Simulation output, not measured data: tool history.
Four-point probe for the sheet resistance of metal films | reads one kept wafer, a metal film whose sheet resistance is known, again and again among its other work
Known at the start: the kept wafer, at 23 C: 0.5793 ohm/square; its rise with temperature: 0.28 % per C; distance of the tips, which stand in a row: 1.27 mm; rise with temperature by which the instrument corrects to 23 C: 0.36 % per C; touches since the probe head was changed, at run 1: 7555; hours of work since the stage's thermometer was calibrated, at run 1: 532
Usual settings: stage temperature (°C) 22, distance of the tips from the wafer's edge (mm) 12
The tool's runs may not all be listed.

run	hour	stage temperature (°C)	distance of the tips from the wafer's edge (mm)	touches since the probe head was changed	hours of work since the stage's thermometer was calibrated	sheet resistance as the instrument gives it (ohm/square)
1	0.0	22	12	7555	532	0.583211
2	18.7	21	12	8085	545	0.583575
3	42.0	21	12	8744	562	0.583580
4	57.9	23	12	9196	573	0.582746
5	80.4	23	12	9832	588	0.582533
6	112.0	23	12	10728	611	0.582766
7	147.2	19	12	11724	635	0.584690
8	167.4	19	12	12298	649	0.584400
9	186.8	19	12	12848	663	0.584316
10	222.4	19	12	13856	688	0.584326
11	250.7	22	69	14659	708	0.579727
12	268.0	22	69	15149	720	0.579422
13	294.1	22	69	15887	738	0.579691
14	328.1	22	69	16852	762	0.579419
# hour 330.8: stage's thermometer calibrated
15	346.2	22	69	17350	11	0.579951
16	370.9	22	30	18049	28	0.580269
17	401.1	22	30	18906	49	0.580141
18	418.8	22	15	19408	62	0.581940
19	454.8	22	15	20427	87	0.581857
20	484.3	23	12	21262	108	0.582563
21	505.5	23	12	21863	122	0.582454
22	526.0	23	12	22444	137	0.582417
# hour 539.1: stage's thermometer calibrated, once more
23	550.5	23	12	23124	8	0.581638
24	568.3	19	12	23630	20	0.583338
25	592.0	20	24	24299	37	0.580390
26	615.2	20	24	24957	53	0.580250
27	642.5	18	42	25732	72	0.580414
28	665.8	25	60	26392	89	0.577280
29	683.1	25	60	26882	101	0.577441
30	712.3	29	12	27709	121	0.578603
31	747.6	29	12	28711	146	0.578883
32	771.0	29	16	29373	163	0.577178
33	792.6	23	3	29984	178	0.628388
34	817.0	30	46	30677	195	0.574838
35	836.8	21	62	31237	209	0.579032
36	852.8	21	62	31692	220	0.578848
37	878.5	22	6	32419	238	0.592001
38	893.3	22	3	32838	248	0.628632
39	928.8	25	67	33843	273	0.577017
40	954.9	25	67	34585	291	0.577124
41	973.8	22	20	35120	305	0.579532
42	1008.6	30	49	36105	329	0.575069
43	1028.1	30	49	36658	343	0.574659
44	1057.8	28	14	37498	363	0.577844

4 ways to go on from here, each from the tool as it stands after run 44. What would each give?
A	1087.9	27	20	38354	385	?
B	1087.9	25	37	38354	385	?
C	1087.9	34	14	38354	385	?
D	1087.9	32	13	38354	385	?

run	sheet resistance as the instrument gives it (ohm/square)
A	0.577286
B	0.577123
C	0.575632
D	0.576680
Without the tool's hidden state the same runs would have given:
run	sheet resistance as the instrument gives it (ohm/square)
A	0.578943
B	0.578779
C	0.577288
D	0.578337
